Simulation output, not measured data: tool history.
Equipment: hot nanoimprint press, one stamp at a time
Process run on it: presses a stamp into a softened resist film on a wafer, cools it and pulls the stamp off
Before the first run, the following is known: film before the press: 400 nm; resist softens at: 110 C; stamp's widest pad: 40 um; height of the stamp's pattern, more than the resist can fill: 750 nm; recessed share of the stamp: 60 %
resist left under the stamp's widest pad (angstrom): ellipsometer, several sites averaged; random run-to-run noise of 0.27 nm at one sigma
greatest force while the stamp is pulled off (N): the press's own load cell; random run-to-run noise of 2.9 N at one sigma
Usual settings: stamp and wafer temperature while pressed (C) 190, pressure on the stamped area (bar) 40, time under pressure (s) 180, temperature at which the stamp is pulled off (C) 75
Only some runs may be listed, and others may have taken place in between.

run	hour	stamp and wafer temperature while pressed (C)	pressure on the stamped area (bar)	time under pressure (s)	temperature at which the stamp is pulled off (C)	resist left under the stamp's widest pad (angstrom)	greatest force while the stamp is pulled off (N)
1	0	190	40	180	75	2087	142
2	8	190	40	180	75	2089	138
3	17	190	40	180	75	2091	138
4	25.4	190	40	174	75	2116	143
5	31.4	190	25.3	180	75	2456	140
6	39.8	190	25.3	180	75	2451	137
7	45.1	190	25.3	180	75	2454	139
8	50.4	190	25.3	180	75	2455	135
# hour 58.4: plate thermocouple calibrated
9	63	190	25.3	180	75	2450	139
10	70	190	25.3	180	75	2453	135
11	75.2	190	25.3	180	82	2458	131
12	81	183	40	180	75	2682	139
13	89.3	190	40	180	75	2090	138
14	95.8	190	40	180	75	2088	141
15	100.5	190	40	180	75	2091	135
16	106.6	190	40	180	75	2097	139
17	113.2	190	40	180	75	2097	136
# hour 129.1: stamp cleaned and given a new release coat
18	129.2	190	40	180	75	2092	135
19	138.4	190	40	310	75	1703	140
20	148.9	190	40	310	75	1704	137

What will run 21 give?
21	154.5	190	40	310	75	?	?

Run 21 came out at resist left under the stamp's widest pad (angstrom) 1701, greatest force while the stamp is pulled off (N) 142.
Were there no unlogged condition in the tool, this run, its random variation unchanged, would have produced resist left under the stamp's widest pad (angstrom) 1694, greatest force while the stamp is pulled off (N) 142.

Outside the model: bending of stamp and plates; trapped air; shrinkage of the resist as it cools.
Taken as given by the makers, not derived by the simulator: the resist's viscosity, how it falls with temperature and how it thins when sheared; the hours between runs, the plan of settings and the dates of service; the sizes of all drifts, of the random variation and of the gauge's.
